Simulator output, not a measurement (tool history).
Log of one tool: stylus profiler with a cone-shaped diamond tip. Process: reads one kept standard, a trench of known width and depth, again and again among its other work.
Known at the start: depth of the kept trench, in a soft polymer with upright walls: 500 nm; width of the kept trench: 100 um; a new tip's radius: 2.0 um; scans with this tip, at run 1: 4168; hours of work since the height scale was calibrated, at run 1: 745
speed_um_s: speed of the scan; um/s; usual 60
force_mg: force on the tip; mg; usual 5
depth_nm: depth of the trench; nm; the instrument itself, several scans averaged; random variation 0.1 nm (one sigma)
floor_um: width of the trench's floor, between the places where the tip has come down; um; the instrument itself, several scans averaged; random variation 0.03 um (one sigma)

run,hour,speed_um_s,force_mg,scans with this tip,hours of work since the height scale was calibrated,depth_nm,floor_um
1,0,60,5,4168,745,513.17,95.92
2,37.7,60,5,4285,766,513.45,95.85
3,62.1,60,5,4362,780,513.32,95.87
4,97.8,60,5,4473,799,513.46,95.86
5,144.4,60,1.71,4619,826,507.2,95.61
6,184.1,60,1.71,4743,848,507.44,95.61
7,225.6,60,5,4873,871,513.57,95.7
8,262.4,60,5,4988,891,513.57,95.64
9,302.4,60,5,5113,914,513.48,95.62
10,338.2,60,4.81,5225,934,513.58,95.67
11,390.2,60,4.81,5387,963,513.42,95.58
12,415.5,60,4.81,5467,977,513.61,95.53
# hour 433.7: height scale calibrated on a step standard
13,458.2,60,4.81,5598,14,511.92,95.53
14,488.2,60,7.72,5692,30,516.39,95.56
15,523.5,72,3.15,5803,50,509.07,95.34
16,566.8,20,12.87,5938,74,523.03,95.64
17,615.5,27,2.16,6090,102,507.17,95.51
18,666.6,27,2.16,6250,130,507.09,95.45
19,689.7,33,2.96,6322,143,508.94,95.44
20,713.4,33,2.96,6396,156,509.07,95.4
21,753.6,216,2.62,6522,179,508.49,94.49
22,782.1,198,9.24,6611,195,518.76,95.05
23,832,198,9.24,6767,223,518.85,94.95
24,864.7,198,9.24,6869,241,518.91,94.97
25,915.2,198,9.24,7027,269,518.86,94.93
26,943.1,36,2.25,7114,285,508.06,95.21
27,973.5,36,2.16,7209,302,507.65,95.23
28,995.6,36,2.16,7278,314,507.38,95.17

Forecast each of these 3 alternatives for the next run:
A,1021.1,154,4.48,7358,328,?,?
B,1021.1,106,8.23,7358,328,?,?
C,1021.1,25,10.74,7358,328,?,?

run,depth_nm,floor_um
A,511.84,94.8
B,517.78,95.09
C,521.04,95.34
Without the tool's hidden state the same runs would have given:
run,depth_nm,floor_um
A,510.95,96.77
B,516.88,97.07
C,520.14,97.31
